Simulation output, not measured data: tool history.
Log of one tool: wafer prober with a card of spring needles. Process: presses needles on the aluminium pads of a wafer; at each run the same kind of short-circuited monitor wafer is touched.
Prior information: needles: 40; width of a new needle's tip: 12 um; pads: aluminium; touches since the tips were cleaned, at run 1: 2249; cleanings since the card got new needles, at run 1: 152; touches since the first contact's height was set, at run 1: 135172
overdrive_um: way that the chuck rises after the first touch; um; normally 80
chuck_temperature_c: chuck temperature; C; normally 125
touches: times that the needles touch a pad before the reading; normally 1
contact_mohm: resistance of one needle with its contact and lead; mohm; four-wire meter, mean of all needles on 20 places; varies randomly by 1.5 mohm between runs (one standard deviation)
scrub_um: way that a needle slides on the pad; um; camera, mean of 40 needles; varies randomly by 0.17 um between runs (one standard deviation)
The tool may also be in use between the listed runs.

run     day  overdrive_um  chuck_temperature_c  touches  touches since the tips were cleaned  cleanings since the card got new needles  touches since the first contact's height was set  contact_mohm  scrub_um
  1       0            80                  125        1                                 2249                                       152                                            135172           176     16.26
      0.221  -- tips cleaned on abrasive film
      0.771  -- tips cleaned on abrasive film
      1.212  -- tips cleaned on abrasive film
      1.667  -- tips cleaned on abrasive film
  2   1.667            80                  125        1                                    0                                       156                                            147014           155     16.34
      2.108  -- tips cleaned on abrasive film
       2.55  -- tips cleaned on abrasive film
      2.992  -- tips cleaned on abrasive film
      3.542  -- tips cleaned on abrasive film
  3   3.779            80                  125        1                                 1726                                       160                                            162034           175     16.32
      4.004  -- tips cleaned on abrasive film
      4.442  -- tips cleaned on abrasive film
      4.992  -- tips cleaned on abrasive film
      5.542  -- tips cleaned on abrasive film
      6.071  -- tips cleaned on abrasive film
  4   6.071            80                  125        1                                    0                                       165                                            178287           158     16.29
      6.508  -- tips cleaned on abrasive film
       6.95  -- tips cleaned on abrasive film
      7.392  -- tips cleaned on abrasive film
  5   7.638            80                  125        1                                 1757                                       168                                            189428           178     16.11
      7.858  -- tips cleaned on abrasive film
        8.3  -- tips cleaned on abrasive film
       8.85  -- tips cleaned on abrasive film
  6   9.004            80                  125        1                                 1124                                       171                                            199152           171     15.95
      9.338  -- tips cleaned on abrasive film
      9.888  -- tips cleaned on abrasive film
     10.225  -- height of the first contact set anew
     10.446  -- tips cleaned on abrasive film
  7  10.692            83                  125        1                                 1734                                       174                                              3298           176     17.64
     10.912  -- tips cleaned on abrasive film
     11.354  -- tips cleaned on abrasive film
     11.792  -- tips cleaned on abrasive film
     12.342  -- tips cleaned on abrasive film
  8  12.767            83                  125        1                                 3037                                       178                                             18062           182     17.55
     12.879  -- tips cleaned on abrasive film
     13.321  -- tips cleaned on abrasive film
     13.871  -- tips cleaned on abrasive film
  9  14.017            83                  125        1                                 1055                                       181                                             26936           163     17.71
     14.346  -- tips cleaned on abrasive film
     14.896  -- tips cleaned on abrasive film
     15.338  -- tips cleaned on abrasive film
 10  15.462            83                  125        1                                  887                                       184                                             37204           168     17.84
     15.792  -- tips cleaned on abrasive film
     16.342  -- tips cleaned on abrasive film
     16.892  -- tips cleaned on abrasive film
     17.333  -- tips cleaned on abrasive film
     17.883  -- tips cleaned on abrasive film
 11  17.967            83                  125        1                                  602                                       189                                             55008           162     17.26
     18.408  -- tips cleaned on abrasive film
     18.846  -- tips cleaned on abrasive film
     19.288  -- tips cleaned on abrasive film
     19.838  -- tips cleaned on abrasive film
     20.279  -- tips cleaned on abrasive film
 12  20.696            80                  125        1                                 3008                                       194                                             74437           193     16.59
     20.812  -- tips cleaned on abrasive film
      21.25  -- tips cleaned on abrasive film
       21.8  -- tips cleaned on abrasive film
     22.242  -- tips cleaned on abrasive film
 13  22.296            80                  125        1                                  387                                       198                                             85771           163     16.62
     22.738  -- tips cleaned on abrasive film
     23.283  -- tips cleaned on abrasive film
     23.833  -- tips cleaned on abrasive film
 14  24.054            80                  125        1                                 1583                                       201                                             98300           178     16.57

Run 15 comes next. What will it give?
     24.279  -- tips cleaned on abrasive film
     24.721  -- tips cleaned on abrasive film
     25.271  -- tips cleaned on abrasive film
 15  25.317            92                  125        1                                  339                                       204                                            107250             ?         ?

{"run 15": {"contact_mohm": 161, "scrub_um": 18.69}}
With no hidden state in the tool, this same run would have given contact_mohm 147 mohm, scrub_um 19.32 um.
